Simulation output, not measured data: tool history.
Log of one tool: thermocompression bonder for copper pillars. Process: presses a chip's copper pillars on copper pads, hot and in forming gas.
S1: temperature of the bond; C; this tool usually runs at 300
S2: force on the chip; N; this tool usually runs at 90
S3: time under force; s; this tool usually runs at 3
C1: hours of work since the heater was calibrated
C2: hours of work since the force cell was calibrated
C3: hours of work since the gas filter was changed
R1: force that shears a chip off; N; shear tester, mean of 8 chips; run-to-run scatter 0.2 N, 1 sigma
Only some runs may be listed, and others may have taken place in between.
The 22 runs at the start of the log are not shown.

| run | hour | S1 | S2 | S3 | C1 | C2 | C3 | R1 |
|---|---|---|---|---|---|---|---|---|
| 23 | 182.8 | 307 | 111 | 3 | 409 | 431 | 270 | 49.4 |
| 24 | 191.1 | 307 | 111 | 3 | 414 | 437 | 276 | 49.7 |
| 25 | 196.6 | 310 | 90 | 4 | 418 | 441 | 280 | 49.3 |
| 26 | 208.4 | 282 | 90 | 4 | 427 | 449 | 288 | 35.9 |
| 27 | 214.3 | 300 | 74 | 3 | 431 | 453 | 292 | 35.2 |
| 28 | 224.6 | 300 | 74 | 3 | 438 | 461 | 300 | 35.1 |
| 29 | 236.6 | 300 | 74 | 3 | 447 | 469 | 308 | 34.8 |
| 30 | 246.1 | 300 | 74 | 3 | 454 | 476 | 315 | 35.1 |
| 31 | 252.1 | 302 | 92 | 3 | 458 | 480 | 319 | 41.7 |
| 32 | 257.8 | 302 | 125 | 3 | 462 | 484 | 323 | 50.1 |
| 33 | 262.7 | 300 | 57 | 3 | 465 | 488 | 327 | 28.6 |
| 34 | 267.7 | 314 | 92 | 4 | 469 | 491 | 330 | 51 |
| 35 | 277.6 | 278 | 109 | 8 | 476 | 498 | 337 | 48.5 |
| 36 | 283 | 300 | 132 | 8 | 480 | 502 | 341 | 63.8 |
| 37 | 292.4 | 328 | 58 | 8 | 487 | 509 | 348 | 54.1 |
| 38 | 301.9 | 316 | 90 | 3 | 493 | 516 | 355 | 46.7 |
| 39 | 311.4 | 283 | 58 | 4 | 500 | 522 | 361 | 25.7 |
| 40 | 322.9 | 292 | 61 | 3 | 508 | 531 | 370 | 27.2 |
| 41 | 333.8 | 299 | 63 | 6 | 516 | 538 | 377 | 39.2 |

Forecast each of these 3 alternatives for the next run:
| A | 344.7 | 299 | 76 | 6 | 524 | 546 | 385 | ? |
| B | 344.7 | 309 | 75 | 3 | 524 | 546 | 385 | ? |
| C | 344.7 | 301 | 71 | 4 | 524 | 546 | 385 | ? |

| run | R1 |
|---|---|
| A | 43.7 |
| B | 39 |
| C | 38.2 |
What these runs would have given with no unlogged condition in the tool:
| run | R1 |
|---|---|
| A | 46.3 |
| B | 41.2 |
| C | 40.2 |
